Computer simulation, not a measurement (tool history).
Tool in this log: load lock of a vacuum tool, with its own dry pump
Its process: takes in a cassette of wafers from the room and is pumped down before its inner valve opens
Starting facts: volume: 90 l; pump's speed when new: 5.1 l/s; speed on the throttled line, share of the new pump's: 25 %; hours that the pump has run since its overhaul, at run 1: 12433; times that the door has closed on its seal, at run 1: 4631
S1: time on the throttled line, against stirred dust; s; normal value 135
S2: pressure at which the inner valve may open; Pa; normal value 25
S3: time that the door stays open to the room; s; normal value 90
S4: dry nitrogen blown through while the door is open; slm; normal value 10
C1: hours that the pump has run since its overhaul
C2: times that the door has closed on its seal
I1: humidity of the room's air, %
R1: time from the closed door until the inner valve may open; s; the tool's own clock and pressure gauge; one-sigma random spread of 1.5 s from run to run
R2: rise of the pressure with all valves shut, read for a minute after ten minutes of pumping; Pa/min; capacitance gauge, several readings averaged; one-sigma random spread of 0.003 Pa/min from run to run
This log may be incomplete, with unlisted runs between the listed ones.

{"run": 1, "hour": 0.0, "S1": 135, "S2": 25, "S3": 90, "S4": 10, "C1": 12433, "C2": 4631, "I1": 39.3, "R1": 257.1, "R2": 0.042}
{"run": 2, "hour": 69.6, "S1": 135, "S2": 25, "S3": 90, "S4": 10, "C1": 12503, "C2": 4714, "I1": 41.2, "R1": 260.3, "R2": 0.04}
{"run": 3, "hour": 147.0, "S1": 135, "S2": 25, "S3": 90, "S4": 10, "C1": 12580, "C2": 4806, "I1": 46.2, "R1": 260.5, "R2": 0.047}
{"run": 4, "hour": 252.8, "S1": 117, "S2": 25, "S3": 90, "S4": 10, "C1": 12686, "C2": 4932, "I1": 45.4, "R1": 246.2, "R2": 0.054}
{"run": 5, "hour": 356.1, "S1": 135, "S2": 25, "S3": 90, "S4": 26, "C1": 12789, "C2": 5055, "I1": 38.8, "R1": 258.9, "R2": 0.029}
{"run": 6, "hour": 414.2, "S1": 135, "S2": 25, "S3": 90, "S4": 10, "C1": 12847, "C2": 5124, "I1": 45.6, "R1": 259.5, "R2": 0.045}
{"run": 7, "hour": 485.0, "S1": 135, "S2": 25, "S3": 90, "S4": 6, "C1": 12918, "C2": 5208, "I1": 49.8, "R1": 259.4, "R2": 0.057}
{"run": 8, "hour": 540.0, "S1": 135, "S2": 25, "S3": 90, "S4": 6, "C1": 12973, "C2": 5273, "I1": 43.8, "R1": 261.9, "R2": 0.045}
{"run": 9, "hour": 611.5, "S1": 135, "S2": 45, "S3": 90, "S4": 10, "C1": 13045, "C2": 5358, "I1": 44.7, "R1": 248.1, "R2": 0.05}
{"run": 10, "hour": 671.6, "S1": 135, "S2": 45, "S3": 90, "S4": 10, "C1": 13105, "C2": 5430, "I1": 44.0, "R1": 247.7, "R2": 0.05}
{"run": 11, "hour": 723.1, "S1": 135, "S2": 25, "S3": 90, "S4": 10, "C1": 13156, "C2": 5491, "I1": 44.9, "R1": 263.6, "R2": 0.043}
{"run": 12, "hour": 802.6, "S1": 135, "S2": 31, "S3": 90, "S4": 10, "C1": 13236, "C2": 5586, "I1": 41.0, "R1": 257.1, "R2": 0.046}
{"run": 13, "hour": 900.4, "S1": 135, "S2": 31, "S3": 90, "S4": 10, "C1": 13333, "C2": 5702, "I1": 41.5, "R1": 256.9, "R2": 0.046}
{"run": 14, "hour": 988.7, "S1": 135, "S2": 31, "S3": 90, "S4": 10, "C1": 13422, "C2": 5807, "I1": 47.7, "R1": 255.2, "R2": 0.051}
{"run": 15, "hour": 1048.7, "S1": 135, "S2": 31, "S3": 90, "S4": 10, "C1": 13482, "C2": 5878, "I1": 44.2, "R1": 258.7, "R2": 0.045}
{"run": 16, "hour": 1111.8, "S1": 135, "S2": 31, "S3": 90, "S4": 10, "C1": 13545, "C2": 5953, "I1": 46.4, "R1": 257.4, "R2": 0.049}
{"run": 17, "hour": 1200.8, "S1": 141, "S2": 31, "S3": 90, "S4": 12, "C1": 13634, "C2": 6059, "I1": 48.3, "R1": 260.5, "R2": 0.051}
{"run": 18, "hour": 1253.8, "S1": 168, "S2": 35, "S3": 92, "S4": 16, "C1": 13687, "C2": 6122, "I1": 45.4, "R1": 277.4, "R2": 0.045}
{"run": 19, "hour": 1333.0, "S1": 90, "S2": 45, "S3": 92, "S4": 16, "C1": 13766, "C2": 6216, "I1": 45.4, "R1": 214.3, "R2": 0.045}
{"run": 20, "hour": 1408.3, "S1": 135, "S2": 25, "S3": 44, "S4": 4, "C1": 13841, "C2": 6306, "I1": 47.0, "R1": 259.3, "R2": 0.042}
{"run": 21, "hour": 1453.6, "S1": 196, "S2": 30, "S3": 110, "S4": 5, "C1": 13887, "C2": 6360, "I1": 43.4, "R1": 305.2, "R2": 0.071}
{"run": 22, "hour": 1530.7, "S1": 160, "S2": 25, "S3": 90, "S4": 23, "C1": 13964, "C2": 6451, "I1": 40.0, "R1": 279.2, "R2": 0.034}
{"run": 23, "hour": 1599.9, "S1": 74, "S2": 25, "S3": 90, "S4": 19, "C1": 14033, "C2": 6534, "I1": 44.6, "R1": 217.0, "R2": 0.043}
{"run": 24, "hour": 1698.4, "S1": 221, "S2": 25, "S3": 57, "S4": 19, "C1": 14131, "C2": 6651, "I1": 44.4, "R1": 326.1, "R2": 0.037}
{"run": 25, "hour": 1752.8, "S1": 221, "S2": 25, "S3": 57, "S4": 19, "C1": 14186, "C2": 6716, "I1": 43.6, "R1": 323.4, "R2": 0.039}
{"run": 26, "hour": 1849.9, "S1": 135, "S2": 25, "S3": 90, "S4": 24, "C1": 14283, "C2": 6831, "I1": 44.1, "R1": 263.1, "R2": 0.03}
{"run": 27, "hour": 1941.8, "S1": 135, "S2": 25, "S3": 90, "S4": 24, "C1": 14375, "C2": 6940, "I1": 42.8, "R1": 265.2, "R2": 0.037}
{"run": 28, "hour": 1990.6, "S1": 135, "S2": 29, "S3": 90, "S4": 6, "C1": 14424, "C2": 6998, "I1": 45.7, "R1": 261.1, "R2": 0.058}
{"run": 29, "hour": 2036.8, "S1": 135, "S2": 25, "S3": 126, "S4": 10, "C1": 14470, "C2": 7053, "I1": 44.5, "R1": 265.7, "R2": 0.057}

Consider 5 possible next runs. They are alternatives, not a sequence: every one starts from the tool as it was left by run 29. What does each give?
{"run": "A", "hour": 2125.3, "S1": 135, "S2": 25, "S3": 35, "S4": 10, "C1": 14558, "C2": 7158, "I1": 46.4, "R1": "?", "R2": "?"}
{"run": "B", "hour": 2125.3, "S1": 135, "S2": 25, "S3": 27, "S4": 4, "C1": 14558, "C2": 7158, "I1": 45.7, "R1": "?", "R2": "?"}
{"run": "C", "hour": 2125.3, "S1": 135, "S2": 25, "S3": 61, "S4": 10, "C1": 14558, "C2": 7158, "I1": 47.0, "R1": "?", "R2": "?"}
{"run": "D", "hour": 2125.3, "S1": 238, "S2": 25, "S3": 90, "S4": 12, "C1": 14558, "C2": 7158, "I1": 45.8, "R1": "?", "R2": "?"}
{"run": "E", "hour": 2125.3, "S1": 135, "S2": 29, "S3": 90, "S4": 10, "C1": 14558, "C2": 7158, "I1": 44.0, "R1": "?", "R2": "?"}

run=A R1=261.4 R2=0.038
run=B R1=258.6 R2=0.040
run=C R1=263.5 R2=0.047
run=D R1=335.6 R2=0.049
run=E R1=256.7 R2=0.054
What these runs would have given with no unlogged condition in the tool:
run=A R1=249.1 R2=0.025
run=B R1=246.3 R2=0.027
run=C R1=251.1 R2=0.035
run=D R1=326.0 R2=0.036
run=E R1=244.7 R2=0.041

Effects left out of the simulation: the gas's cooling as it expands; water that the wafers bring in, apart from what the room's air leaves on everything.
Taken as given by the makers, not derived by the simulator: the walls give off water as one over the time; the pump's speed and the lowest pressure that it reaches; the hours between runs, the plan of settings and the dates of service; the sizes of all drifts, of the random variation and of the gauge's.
